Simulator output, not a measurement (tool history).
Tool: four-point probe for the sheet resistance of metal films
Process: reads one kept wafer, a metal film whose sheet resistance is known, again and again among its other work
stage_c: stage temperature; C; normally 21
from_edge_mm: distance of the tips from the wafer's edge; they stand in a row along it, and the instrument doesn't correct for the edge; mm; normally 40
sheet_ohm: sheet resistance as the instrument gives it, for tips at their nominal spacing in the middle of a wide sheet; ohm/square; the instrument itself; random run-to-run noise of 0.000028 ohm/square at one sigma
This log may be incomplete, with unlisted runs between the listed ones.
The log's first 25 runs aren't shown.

run	hour	stage_c	from_edge_mm	sheet_ohm
26	901.8	30	25	0.139172
27	944.0	25	5	0.140718
28	985.1	25	5	0.140711
29	1017.9	18	12	0.140346
30	1052.6	18	12	0.140295
31	1083.5	18	12	0.140327
32	1121.2	18	12	0.140336
33	1157.6	27	40	0.139382
34	1188.5	27	40	0.139342
35	1211.8	25	8	0.140020

Forecast each of these 4 alternatives for the next run:
A	1258.2	23	36	?
B	1258.2	20	27	?
C	1258.2	29	8	?
D	1258.2	18	40	?

run	sheet_ohm
A	0.139678
B	0.139983
C	0.139678
D	0.140175
The same runs, with their run-to-run variation unchanged, on a tool lacking any hidden condition would have given:
run	sheet_ohm
A	0.139781
B	0.140087
C	0.139780
D	0.140280

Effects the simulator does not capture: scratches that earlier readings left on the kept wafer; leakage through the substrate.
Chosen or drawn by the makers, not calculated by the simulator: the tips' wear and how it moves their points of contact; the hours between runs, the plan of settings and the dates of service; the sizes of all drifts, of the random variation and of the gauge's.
